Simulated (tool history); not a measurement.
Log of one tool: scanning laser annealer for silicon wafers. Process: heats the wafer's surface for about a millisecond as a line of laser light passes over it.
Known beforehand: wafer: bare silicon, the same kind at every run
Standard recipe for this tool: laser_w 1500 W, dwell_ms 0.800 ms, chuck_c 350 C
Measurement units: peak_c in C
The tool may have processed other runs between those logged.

run     day  laser_w  dwell_ms  chuck_c  peak_c
  1   0.000     1500     0.800      350    1049
  2   2.779     1500     0.800      350    1046
  3   5.129     1500     0.800      350    1043
  4   7.933     1500     0.800      374    1066
      8.562  -- window over the wafer cleaned
  5  11.208     1500     0.800      374    1086
  6  12.521     1500     0.800      374    1087
  7  15.033     1500     0.800      374    1086
  8  17.338     1500     0.800      374    1086
  9  20.012     1301     0.628      381     921
 10  21.733     1301     0.628      381     921
 11  23.442     1559     0.628      381    1032

The same runs without the tool's hidden state, with the same run-to-run variation:
Unlogged tool condition in this case: light that passes the window, % of a clean one's; laser's true power over the reading, %; width of the line over the set one, %; drift of the gauge itself on peak_c, C.
run  peak_c
  1    1080
  2    1080
  3    1079
  4    1105
  5    1102
  6    1105
  7    1106
  8    1108
  9     940
 10     941
 11    1059
